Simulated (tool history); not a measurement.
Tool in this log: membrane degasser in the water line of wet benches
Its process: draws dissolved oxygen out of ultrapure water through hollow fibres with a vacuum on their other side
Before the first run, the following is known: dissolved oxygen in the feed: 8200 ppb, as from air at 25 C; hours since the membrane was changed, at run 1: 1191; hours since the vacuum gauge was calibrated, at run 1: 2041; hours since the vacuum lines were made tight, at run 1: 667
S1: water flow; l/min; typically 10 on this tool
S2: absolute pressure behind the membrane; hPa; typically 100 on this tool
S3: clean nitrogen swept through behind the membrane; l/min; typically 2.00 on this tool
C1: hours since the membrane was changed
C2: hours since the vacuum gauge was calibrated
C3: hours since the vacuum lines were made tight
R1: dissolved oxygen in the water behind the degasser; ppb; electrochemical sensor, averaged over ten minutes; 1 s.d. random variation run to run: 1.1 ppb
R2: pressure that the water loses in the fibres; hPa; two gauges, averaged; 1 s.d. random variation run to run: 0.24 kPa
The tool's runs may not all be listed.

run    hour  S1   S2    S3    C1    C2    C3     R1     R2
  1     0.0  10  100  2.00  1191  2041   667  112.8  615.4
  2    49.6  10  100  2.00  1240  2091   717  113.4  615.3
  3    84.4  13  100  2.00  1275  2126   752  169.1  798.5
  4   116.0  13  100  2.00  1307  2157   783  168.9  804.7
  5   180.8  10  100  2.00  1371  2222   848  116.0  612.4
  6   222.9  10   92  2.00  1414  2264   890  105.4  618.8
  7   283.1  10  100  1.03  1474  2324   950  189.2  619.8
  8   340.6  10  100  1.03  1531  2382  1008  185.6  618.7
  9   410.2  10  100  2.00  1601  2452  1077  113.6  616.1
 10   459.2  10  100  2.00  1650  2501  1126  114.4  618.9
 11   488.9  10  100  2.00  1679  2530  1156  114.8  625.2
 12   517.4  10  100  0.84  1708  2559  1185  220.0  621.3
 13   579.9  10  245  2.00  1770  2621  1247  288.3  619.0
 14   620.3  10  245  2.00  1811  2662  1287  287.8  622.3
 15   675.5  10  113  2.00  1866  2717  1343  131.3  622.0
 16   703.8  10  109  2.00  1894  2745  1371  125.5  618.8
 17   773.6  15   87  5.31  1964  2815  1441  125.5  938.4
 18   802.1   8  100  1.70  1993  2843  1469   96.7  497.3
 19   844.7   8  100  1.70  2035  2886  1512   98.8  499.5
 20   886.2   8  100  1.70  2077  2928  1553   96.2  499.9
 21   940.9  10   82  1.56  2132  2982  1608  114.7  623.1
 22   997.3  10   88  2.00  2188  3039  1664  103.7  629.5
 23  1035.1  10   88  0.89  2226  3076  1702  183.6  620.9
 24  1070.5  10  100  4.65  2261  3112  1738   70.2  623.2
 25  1124.1  10  100  3.06  2315  3165  1791   90.3  627.5
 26  1162.6  10  100  3.06  2353  3204  1830   90.5  625.3
 27  1213.7  10  100  3.06  2404  3255  1881   90.4  629.8
 28  1260.5  14   97  2.00  2451  3302  1928  188.5  874.6
 29  1308.9  10  100  1.85  2500  3350  1976  125.8  625.8
 30  1349.7  10   89  1.55  2540  3391  2017  124.9  626.0
 31  1412.0  10   89  1.55  2603  3453  2079  125.7  627.8
 32  1459.6  11  128  1.70  2650  3501  2127  193.7  692.1

Branching from run 32: 4 alternative next runs. What would each branch give?
  A  1522.6   8  160  2.64  2713  3564  2190   ?   ?
  B  1522.6   8  108  1.70  2713  3564  2190   ?   ?
  C  1522.6  15  100  2.00  2713  3564  2190   ?   ?
  D  1522.6  10  100  5.50  2713  3564  2190   ?   ?

run     R1     R2
  A  115.8  504.1
  B  108.9  504.1
  C  213.9  938.4
  D   66.0  626.6
With the hidden condition removed and each run's random variation left untouched, the same runs would have given:
run     R1     R2
  A  109.3  487.1
  B  101.4  487.2
  C  195.9  906.8
  D   58.7  605.5
